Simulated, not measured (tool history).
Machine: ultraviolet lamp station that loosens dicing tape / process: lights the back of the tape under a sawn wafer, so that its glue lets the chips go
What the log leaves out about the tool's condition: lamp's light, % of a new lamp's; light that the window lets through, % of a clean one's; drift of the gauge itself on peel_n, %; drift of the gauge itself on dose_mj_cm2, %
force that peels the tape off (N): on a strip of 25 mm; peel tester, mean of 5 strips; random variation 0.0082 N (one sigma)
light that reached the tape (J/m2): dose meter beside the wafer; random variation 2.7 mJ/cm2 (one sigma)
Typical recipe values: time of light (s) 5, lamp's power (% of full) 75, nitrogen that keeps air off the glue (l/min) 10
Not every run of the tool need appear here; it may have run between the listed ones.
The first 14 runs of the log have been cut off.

run,hour,time of light (s),lamp's power (% of full),nitrogen that keeps air off the glue (l/min),hours of work of the lamp,hours of work since the window was cleaned,force that peels the tape off (N),light that reached the tape (J/m2)
15,137.1,5,75,10,328,159,0.325,3720
16,149.2,5,75,10,334,165,0.327,3740
17,155.4,5,75,10,337,168,0.338,3700
18,162.0,5,75,5,341,171,0.692,3720
19,171.5,5,75,11,346,176,0.301,3770
20,183.0,5,75,10,351,182,0.327,3720
21,192.0,5,75,10,356,186,0.330,3690
22,204.9,5,75,10,363,193,0.327,3740
23,215.0,5,96,6,368,198,0.280,4710
24,228.0,5,96,6,374,205,0.270,4700
25,235.4,5,77,10,378,208,0.306,3790

Run 26, settings as shown, results not yet in. Your forecast:
26,249.0,5,77,10,385,215,?,?

{"run 26": {"force that peels the tape off (N)": 0.303, "light that reached the tape (J/m2)": 3820}}
Take away the tool's hidden state, keep the run-to-run variation as it was, and the same run would have given force that peels the tape off (N) 0.302, light that reached the tape (J/m2) 3830.

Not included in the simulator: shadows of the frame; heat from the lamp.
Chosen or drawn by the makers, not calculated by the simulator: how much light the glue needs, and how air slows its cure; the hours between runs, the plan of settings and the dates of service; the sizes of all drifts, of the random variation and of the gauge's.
